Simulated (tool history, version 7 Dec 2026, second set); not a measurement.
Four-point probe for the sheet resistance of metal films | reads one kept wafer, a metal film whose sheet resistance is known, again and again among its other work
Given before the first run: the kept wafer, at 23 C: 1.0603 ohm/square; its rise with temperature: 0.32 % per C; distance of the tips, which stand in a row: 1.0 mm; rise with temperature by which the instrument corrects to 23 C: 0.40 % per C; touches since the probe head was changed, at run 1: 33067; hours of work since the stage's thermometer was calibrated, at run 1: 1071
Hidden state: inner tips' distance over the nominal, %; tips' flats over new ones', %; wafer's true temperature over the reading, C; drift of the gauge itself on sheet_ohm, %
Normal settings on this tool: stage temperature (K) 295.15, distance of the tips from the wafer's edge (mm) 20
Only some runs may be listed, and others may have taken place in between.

run     day  stage temperature (K)  distance of the tips from the wafer's edge (mm)  touches since the probe head was changed  hours of work since the stage's thermometer was calibrated  sheet resistance as the instrument gives it (ohm/square)
  1       0                 295.15                                               20                                     33067                                                        1071                                                  1.064566
  2   0.846                 295.15                                               20                                     33726                                                        1083                                                   1.06466
  3   2.017                 295.15                                               20                                     34641                                                        1100                                                  1.064687
  4   3.071                 295.15                                               20                                     35461                                                        1115                                                  1.064556
  5   3.846                 295.15                                               20                                     36066                                                        1126                                                  1.064711
  6   5.225                 293.15                                               20                                     37142                                                        1146                                                  1.065615
  7   6.638                 293.15                                               20                                     38243                                                        1166                                                  1.065337
  8   7.488                 301.15                                               20                                     38907                                                        1178                                                  1.058681
  9   8.279                 301.15                                               20                                     39525                                                        1190                                                  1.058609
 10   9.012                 307.15                                               20                                     40098                                                        1200                                                  1.054736
 11  10.325                 307.15                                               20                                     41121                                                        1219                                                  1.054065
 12  11.588                 307.15                                               20                                     42107                                                        1237                                                  1.054064
     12.779  -- stage's thermometer calibrated
 13  12.992                 295.15                                               20                                     43186                                                           3                                                  1.064543
 14  13.779                 295.15                                               18                                     43798                                                          14                                                  1.064549
 15  15.096                 295.15                                               18                                     44825                                                          33                                                  1.064621
 16  15.883                 295.15                                               12                                     45439                                                          44                                                  1.066706
 17  16.546                 295.15                                                6                                     45958                                                          54                                                  1.078518
 18  17.142                 306.15                                                8                                     46423                                                          62                                                  1.062747
 19  18.242                 308.15                                                8                                     47281                                                          78                                                  1.060914
 20  19.017                 299.15                                                7                                     47883                                                          89                                                  1.070831
 21  19.696                 295.15                                               20                                     48416                                                          99                                                  1.063634
 22   20.95                 295.15                                               20                                     49392                                                         117                                                  1.064219
 23  22.412                 295.15                                               20                                     50533                                                         137                                                  1.063964
 24  23.821                 295.15                                               20                                     51630                                                         157                                                  1.063715
 25  25.204                 297.15                                               10                                     52712                                                         177                                                  1.066027
 26    26.5                 293.15                                               44                                     53723                                                         196                                                  1.064054
 27   27.75                 305.15                                                6                                     54697                                                         214                                                  1.069529
 28  28.821                 303.15                                                8                                     55531                                                         229                                                  1.064082

Branching from run 28: 3 alternative next runs. What would each branch give?
  A  29.675                 300.15                                                9                                     56198                                                         241                                                         ?
  B  29.675                 298.15                                                4                                     56198                                                         241                                                         ?
  C  29.675                 297.15                                               63                                     56198                                                         241                                                         ?

run  sheet resistance as the instrument gives it (ohm/square)
  A                                                  1.064773
  B                                                  1.094171
  C                                                  1.060359
With no hidden state in the tool, these same runs would have given:
run  sheet resistance as the instrument gives it (ohm/square)
  A                                                  1.064008
  B                                                  1.093386
  C                                                  1.059596

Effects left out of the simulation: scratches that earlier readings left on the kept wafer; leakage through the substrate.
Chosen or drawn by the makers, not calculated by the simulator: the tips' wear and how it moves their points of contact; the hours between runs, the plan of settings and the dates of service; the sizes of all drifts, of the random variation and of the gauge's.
